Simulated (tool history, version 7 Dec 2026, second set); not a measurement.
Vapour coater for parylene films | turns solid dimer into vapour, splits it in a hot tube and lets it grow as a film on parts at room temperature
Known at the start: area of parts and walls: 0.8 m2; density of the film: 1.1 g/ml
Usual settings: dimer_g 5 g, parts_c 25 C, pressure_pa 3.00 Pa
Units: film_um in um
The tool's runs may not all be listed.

| run | hour | dimer_g | parts_c | pressure_pa | film_um |
|---|---|---|---|---|---|
| 1 | 0.0 | 5 | 25 | 3.00 | 3.27 |
| 2 | 33.4 | 5 | 25 | 3.00 | 3.26 |
| 3 | 70.2 | 4 | 25 | 3.00 | 2.61 |
| 4 | 121.6 | 4 | 25 | 3.00 | 2.57 |
| 5 | 179.2 | 4 | 25 | 3.00 | 2.52 |
| 6 | 231.1 | 4 | 25 | 3.00 | 2.55 |
| 7 | 290.3 | 4 | 25 | 3.00 | 2.49 |
| 8 | 315.6 | 4 | 21 | 10.54 | 2.28 |
| 9 | 345.6 | 4 | 21 | 10.54 | 2.23 |
|  | 384.9 | trap's valve overhauled |
| 10 | 399.4 | 3 | 25 | 3.00 | 2.06 |
| 11 | 442.1 | 5 | 18 | 3.00 | 4.43 |
| 12 | 502.0 | 6 | 25 | 6.41 | 3.67 |
| 13 | 546.8 | 3 | 18 | 9.95 | 2.10 |

Measured less the same run without the tool's hidden state. The same run-to-run variation is in both; the gauge's scatter may not be:
The hidden state here: vapour lost through the trap's worn valve, %; true temperature of the parts over the reading, C; drift of the gauge itself on film_um, %.
| run | film_um |
|---|---|
| 1 | -0.33 |
| 2 | -0.36 |
| 3 | -0.30 |
| 4 | -0.32 |
| 5 | -0.34 |
| 6 | -0.37 |
| 7 | -0.40 |
| 8 | -0.36 |
| 9 | -0.38 |
| 10 | -0.05 |
| 11 | -0.14 |
| 12 | -0.14 |
| 13 | -0.10 |
